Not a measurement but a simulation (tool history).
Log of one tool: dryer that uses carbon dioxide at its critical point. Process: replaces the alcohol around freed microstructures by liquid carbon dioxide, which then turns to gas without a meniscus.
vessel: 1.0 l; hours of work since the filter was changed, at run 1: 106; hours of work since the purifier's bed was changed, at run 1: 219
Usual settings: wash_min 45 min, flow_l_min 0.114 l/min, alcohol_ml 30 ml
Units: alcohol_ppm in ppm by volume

run	hour	wash_min	flow_l_min	alcohol_ml	hours of work since the filter was changed	hours of work since the purifier's bed was changed	alcohol_ppm
1	0	45	0.114	30	106	219	591
2	26.2	45	0.114	30	126	240	628
3	41.5	45	0.114	30	138	252	614
4	68.2	45	0.114	30	159	272	662
5	93.9	45	0.114	30	179	292	702
# hour 103.4: inlet filter changed
6	113.5	45	0.114	30	8	307	517
7	140.6	45	0.114	30	29	328	552
8	152.5	45	0.114	30	38	337	521
9	177.2	45	0.183	30	58	357	102
10	198.5	40	0.114	30	74	373	863
11	219.9	40	0.114	30	91	390	926
12	249	45	0.114	30	114	413	648
13	265.5	45	0.114	30	127	426	668
14	294	45	0.114	30	149	448	685
15	311.7	45	0.114	30	163	462	694
16	334.2	47	0.114	30	180	479	612
# hour 341.8: inlet filter changed
17	360.8	47	0.114	30	15	499	476
18	373.4	47	0.114	30	25	509	508
19	387.7	47	0.114	30	36	520	484
20	402.1	47	0.114	30	47	532	502
21	414.1	45	0.114	44	56	541	820
22	434.9	45	0.114	44	73	557	868
23	447.4	45	0.114	42	82	567	837
24	463.5	67	0.163	34	95	580	125
25	489.3	55	0.113	34	115	600	389
26	512.7	55	0.113	34	133	618	392
27	526.5	36	0.114	52	144	629	2333
28	547.5	34	0.145	112	161	645	2633
29	569.9	34	0.165	112	178	663	1563
# hour 580.9: inlet filter changed
30	590.1	45	0.114	42	7	678	768
31	603.5	31	0.114	42	18	688	2440
32	617	46	0.139	42	28	699	367
33	631.7	45	0.114	50	40	710	931
34	661.2	41	0.093	30	63	733	1672
35	686	67	0.114	30	82	753	230
36	705.2	54	0.161	65	97	768	225
37	722.4	41	0.128	65	110	781	1210
38	750.8	28	0.129	65	133	803	4139
39	764.2	28	0.129	65	143	814	4150
40	778	42	0.184	36	154	824	245
41	790.8	42	0.184	36	164	834	256
42	805.9	42	0.184	36	176	846	267
# hour 820.2: inlet filter changed
43	836.4	46	0.114	30	13	869	589
44	852.3	46	0.114	30	25	882	586
45	873	46	0.188	99	41	898	261
46	901.8	46	0.14	22	64	920	319

3 ways to go on from here, each from the tool as it stands after run 46. What would each give?
A	917.4	45	0.114	112	76	932	?
B	917.4	50	0.176	30	76	932	?
C	917.4	31	0.114	30	76	932	?

run	alcohol_ppm
A	2089
B	213
C	2026
Without the tool's hidden state the same runs would have given:
run	alcohol_ppm
A	1607
B	14
C	1636
